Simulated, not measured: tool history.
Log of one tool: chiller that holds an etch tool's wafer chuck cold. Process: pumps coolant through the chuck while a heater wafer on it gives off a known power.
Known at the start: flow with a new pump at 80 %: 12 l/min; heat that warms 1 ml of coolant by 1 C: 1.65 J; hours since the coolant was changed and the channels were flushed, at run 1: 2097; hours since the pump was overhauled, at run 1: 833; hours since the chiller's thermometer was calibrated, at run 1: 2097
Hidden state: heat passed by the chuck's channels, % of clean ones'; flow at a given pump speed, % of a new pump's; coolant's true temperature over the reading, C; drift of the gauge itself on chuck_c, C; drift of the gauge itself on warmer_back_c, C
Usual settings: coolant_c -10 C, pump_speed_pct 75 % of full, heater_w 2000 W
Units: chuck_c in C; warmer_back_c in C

run	hour	coolant_c	pump_speed_pct	heater_w	hours since the coolant was changed and the channels were flushed	hours since the pump was overhauled	hours since the chiller's thermometer was calibrated	chuck_c	warmer_back_c
1	0	-10	75	2000	2097	833	2097	5.6	6.71
2	159	-10	80	2000	2256	992	2256	4.9	6.25
3	325.6	-10	75	1742	2423	1158	2423	3.7	5.9
4	443.9	-1	75	1742	2541	1277	2541	12.8	5.96
5	544.8	-10	66	2000	2642	1378	2642	8.2	7.9
# hour 754.5: chiller's thermometer calibrated
6	754.5	-10	66	2000	2851	1586	0	8.1	7.96
7	967.2	-16	75	2000	3064	1799	213	0.1	6.97
8	1118.8	-10	75	2000	3215	1950	364	6.1	6.97
9	1309.2	-10	75	2000	3406	2141	555	6.5	7.01
10	1477.3	-13	75	2000	3574	2309	723	3.5	7.03
11	1603.7	-11	80	1093	3700	2435	849	-3	3.61
12	1783.7	-11	80	1093	3880	2615	1029	-3.2	3.59
13	1895.5	-10	75	2839	3992	2727	1141	14.6	10.14
# hour 1908.1: chiller's thermometer calibrated, once more
14	1997.8	-10	75	2839	4093	2829	90	16.2	10.15

The next listed run, before its measurement:
# hour 2133.3: coolant changed, channels flushed
15	2139.1	-7	75	2000	6	2964	225	?	?

Run 15 gave chuck_c 8.9 C, warmer_back_c 7.16 C.
Without the tool's hidden state the same run would have given chuck_c 7.7 C, warmer_back_c 6.48 C.
